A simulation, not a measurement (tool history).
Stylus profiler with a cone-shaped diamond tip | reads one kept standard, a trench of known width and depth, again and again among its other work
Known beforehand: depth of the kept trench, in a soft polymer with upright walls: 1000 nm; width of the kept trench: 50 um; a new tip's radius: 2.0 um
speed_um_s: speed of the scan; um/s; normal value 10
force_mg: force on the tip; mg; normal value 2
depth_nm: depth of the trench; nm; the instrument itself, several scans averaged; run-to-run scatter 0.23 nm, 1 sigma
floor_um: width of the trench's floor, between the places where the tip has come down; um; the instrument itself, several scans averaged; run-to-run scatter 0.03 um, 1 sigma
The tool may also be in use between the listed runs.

{"run": 1, "day": 0.0, "speed_um_s": 10, "force_mg": 2, "depth_nm": 1012.48, "floor_um": 46}
{"run": 2, "day": 0.529, "speed_um_s": 10, "force_mg": 2, "depth_nm": 1012.37, "floor_um": 45.95}
{"run": 3, "day": 1.346, "speed_um_s": 10, "force_mg": 2, "depth_nm": 1012.19, "floor_um": 45.9}
{"run": 4, "day": 2.317, "speed_um_s": 20, "force_mg": 2, "depth_nm": 1012.08, "floor_um": 45.86}
{"run": 5, "day": 2.742, "speed_um_s": 16, "force_mg": 2, "depth_nm": 1012.12, "floor_um": 45.81}
{"run": 6, "day": 3.329, "speed_um_s": 16, "force_mg": 2.47, "depth_nm": 1014.05, "floor_um": 45.8}
{"run": 7, "day": 3.938, "speed_um_s": 3, "force_mg": 5.23, "depth_nm": 1023.76, "floor_um": 45.82}
{"run": 8, "day": 4.421, "speed_um_s": 7, "force_mg": 0.82, "depth_nm": 1006.13, "floor_um": 45.77}
{"run": 9, "day": 4.912, "speed_um_s": 7, "force_mg": 1.63, "depth_nm": 1010.5, "floor_um": 45.75}
{"run": 10, "day": 5.379, "speed_um_s": 11, "force_mg": 1.63, "depth_nm": 1010.59, "floor_um": 45.68}
{"run": 11, "day": 6.154, "speed_um_s": 5, "force_mg": 2.17, "depth_nm": 1012.58, "floor_um": 45.75}
{"run": 12, "day": 6.908, "speed_um_s": 4, "force_mg": 1.66, "depth_nm": 1010.9, "floor_um": 45.72}

Below are 4 alternative next runs, each starting from the tool's condition after run 12. Predict each:
{"run": "A", "day": 7.396, "speed_um_s": 10, "force_mg": 1.09, "depth_nm": "?", "floor_um": "?"}
{"run": "B", "day": 7.396, "speed_um_s": 6, "force_mg": 2.06, "depth_nm": "?", "floor_um": "?"}
{"run": "C", "day": 7.396, "speed_um_s": 26, "force_mg": 0.71, "depth_nm": "?", "floor_um": "?"}
{"run": "D", "day": 7.396, "speed_um_s": 33, "force_mg": 1.2, "depth_nm": "?", "floor_um": "?"}

run=A depth_nm=1007.62 floor_um=45.68
run=B depth_nm=1012.22 floor_um=45.64
run=C depth_nm=1005.89 floor_um=45.47
run=D depth_nm=1008.17 floor_um=45.53
Take away the tool's hidden state, keep each run's random variation, and the runs would have read:
run=A depth_nm=1008.59 floor_um=46.52
run=B depth_nm=1013.19 floor_um=46.48
run=C depth_nm=1006.86 floor_um=46.31
run=D depth_nm=1009.14 floor_um=46.37

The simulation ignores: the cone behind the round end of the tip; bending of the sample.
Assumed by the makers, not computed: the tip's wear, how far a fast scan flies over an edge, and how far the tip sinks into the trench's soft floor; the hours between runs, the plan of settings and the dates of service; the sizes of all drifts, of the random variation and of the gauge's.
